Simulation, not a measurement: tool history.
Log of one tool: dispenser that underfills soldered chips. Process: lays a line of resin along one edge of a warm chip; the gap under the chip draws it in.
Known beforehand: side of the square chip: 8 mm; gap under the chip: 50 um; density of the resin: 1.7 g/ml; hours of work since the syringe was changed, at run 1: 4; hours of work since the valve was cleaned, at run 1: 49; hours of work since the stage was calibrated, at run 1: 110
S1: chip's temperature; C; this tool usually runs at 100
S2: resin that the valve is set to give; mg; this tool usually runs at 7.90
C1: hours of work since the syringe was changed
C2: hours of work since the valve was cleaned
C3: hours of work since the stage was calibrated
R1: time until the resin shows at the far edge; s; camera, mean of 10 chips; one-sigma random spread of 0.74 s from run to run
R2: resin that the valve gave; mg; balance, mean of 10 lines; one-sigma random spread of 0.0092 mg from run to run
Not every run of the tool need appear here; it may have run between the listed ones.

Run 1, hour 0.0: usual settings; C1 4; C2 49; C3 110. Result: R1 89.4 s, R2 7.755 mg.
At hour 1.7: dispensing valve cleaned and set on the balance.
At hour 6.5: new syringe of resin.
Run 2, hour 6.5: usual settings but S2 8.29 mg; C1 0; C2 3; C3 114. Result: R1 68.6 s, R2 8.291 mg.
Run 3, hour 9.6: usual settings but S2 8.29 mg; C1 2; C2 6; C3 116. Result: R1 79.9 s, R2 8.282 mg.
Run 4, hour 13.5: usual settings but S2 8.29 mg; C1 5; C2 9; C3 119. Result: R1 95.1 s, R2 8.269 mg.
At hour 17.3: new syringe of resin.
Run 5, hour 17.3: usual settings but S2 8.29 mg; C1 0; C2 11; C3 121. Result: R1 68.8 s, R2 8.260 mg.
Run 6, hour 20.2: usual settings; C1 2; C2 13; C3 124. Result: R1 80.5 s, R2 7.870 mg.
Run 7, hour 22.9: usual settings; C1 4; C2 15; C3 126. Result: R1 90.6 s, R2 7.875 mg.
Run 8, hour 27.6: usual settings; C1 8; C2 19; C3 129. Result: R1 114.8 s, R2 7.846 mg.
At hour 28.3: new syringe of resin.
Run 9, hour 31.7: usual settings; C1 3; C2 22; C3 132. Result: R1 82.8 s, R2 7.843 mg.
Run 10, hour 37.2: usual settings but S2 9.18 mg; C1 7; C2 26; C3 136. Result: R1 104.5 s, R2 9.077 mg.
At hour 39.2: new syringe of resin.
Run 11, hour 40.7: usual settings but S2 9.18 mg; C1 1; C2 28; C3 139. Result: R1 72.9 s, R2 9.106 mg.
Run 12, hour 46.0: usual settings but S1 106 C; C1 5; C2 32; C3 142. Result: R1 75.3 s, R2 7.813 mg.
At hour 50.1: new syringe of resin.
Run 13, hour 50.9: usual settings but S2 10.16 mg; C1 1; C2 36; C3 146. Result: R1 71.2 s, R2 10.029 mg.
Run 14, hour 55.3: usual settings but S2 10.16 mg; C1 4; C2 39; C3 149. Result: R1 89.4 s, R2 10.003 mg.
Run 15, hour 59.4: usual settings; C1 7; C2 42; C3 152. Result: R1 108.6 s, R2 7.792 mg.
At hour 61.0: new syringe of resin.
Run 16, hour 62.2: usual settings but S2 7.49 mg; C1 1; C2 44; C3 154. Result: R1 74.4 s, R2 7.369 mg.
Run 17, hour 67.8: usual settings but S1 86 C; C1 5; C2 48; C3 158. Result: R1 186.9 s, R2 7.753 mg.
At hour 70.4: dispensing valve cleaned and set on the balance.
At hour 73.0: new syringe of resin.
Run 18, hour 74.8: usual settings but S1 106 C; C1 1; C2 3; C3 163. Result: R1 58.5 s, R2 7.877 mg.
Run 19, hour 78.2: usual settings but S1 106 C; C1 4; C2 6; C3 165. Result: R1 69.1 s, R2 7.854 mg.
Run 20, hour 81.8: usual settings but S1 103 C, S2 9.31 mg; C1 7; C2 8; C3 168. Result: R1 90.6 s, R2 9.230 mg.
At hour 84.0: new syringe of resin.
Run 21, hour 87.7: usual settings but S1 106 C, S2 9.20 mg; C1 3; C2 12; C3 172. Result: R1 63.5 s, R2 9.112 mg.
Run 22, hour 91.9: usual settings but S1 106 C, S2 9.20 mg; C1 6; C2 16; C3 175. Result: R1 77.4 s, R2 9.121 mg.
At hour 94.9: new syringe of resin.
Run 23, hour 95.5: usual settings but S1 106 C, S2 8.78 mg; C1 0; C2 18; C3 178. Result: R1 54.0 s, R2 8.690 mg.
Run 24, hour 98.1: usual settings but S1 104 C, S2 8.78 mg; C1 2; C2 20; C3 180. Result: R1 67.7 s, R2 8.682 mg.
Run 25, hour 101.5: usual settings but S1 103 C; C1 5; C2 23; C3 182. Result: R1 85.1 s, R2 7.801 mg.
At hour 105.9: new syringe of resin.
Run 26, hour 106.9: usual settings but S1 94 C; C1 1; C2 26; C3 186. Result: R1 101.5 s, R2 7.786 mg.
Run 27, hour 112.5: usual settings but S1 103 C, S2 6.70 mg; C1 5; C2 31; C3 190. Result: R1 90.9 s, R2 6.593 mg.
At hour 116.7: new syringe of resin.
Run 28, hour 116.7: usual settings but S1 103 C, S2 6.70 mg; C1 0; C2 34; C3 193. Result: R1 63.6 s, R2 6.585 mg.
Run 29, hour 119.2: usual settings but S1 103 C, S2 7.05 mg; C1 2; C2 35; C3 195. Result: R1 70.9 s, R2 6.910 mg.
Run 30, hour 123.0: usual settings but S1 103 C, S2 7.05 mg; C1 5; C2 38; C3 198. Result: R1 86.4 s, R2 6.910 mg.
Run 31, hour 125.5: usual settings but S1 103 C, S2 7.05 mg; C1 7; C2 40; C3 200. Result: R1 95.4 s, R2 6.909 mg.
At hour 127.7: new syringe of resin.
Run 32, hour 130.0: usual settings but S1 113 C, S2 8.67 mg; C1 2; C2 43; C3 203. Result: R1 43.4 s, R2 8.477 mg.
Run 33, hour 134.2: usual settings but S1 107 C, S2 7.42 mg; C1 5; C2 46; C3 206. Result: R1 70.5 s, R2 7.256 mg.
At hour 138.6: new syringe of resin.
At hour 139.6: dispensing valve cleaned and set on the balance.
Run 34, hour 139.9: usual settings but S1 91 C; C1 0; C2 0; C3 209. Result: R1 110.4 s, R2 7.866 mg.
Run 35, hour 145.4: usual settings but S1 103 C; C1 4; C2 4; C3 213. Result: R1 84.5 s, R2 7.872 mg.

Branching from run 35: 3 alternative next runs. What would each branch give?
At hour 150.6: new syringe of resin.
Run A, hour 150.6: usual settings but S1 90 C, S2 8.94 mg; C1 0; C2 8; C3 217. Result: R1 ?, R2 ?.
At hour 150.6: new syringe of resin.
Run B, hour 150.6: usual settings but S1 101 C; C1 0; C2 8; C3 217. Result: R1 ?, R2 ?.
At hour 150.6: new syringe of resin.
Run C, hour 150.6: usual settings but S1 91 C, S2 10.24 mg; C1 0; C2 8; C3 217. Result: R1 ?, R2 ?.

run     R1      R2
  A  112.7   8.873
  B   67.5   7.830
  C  105.4  10.174
Without the tool's hidden state the same runs would have given:
run     R1      R2
  A  108.2   8.933
  B   65.0   7.883
  C  101.3  10.243
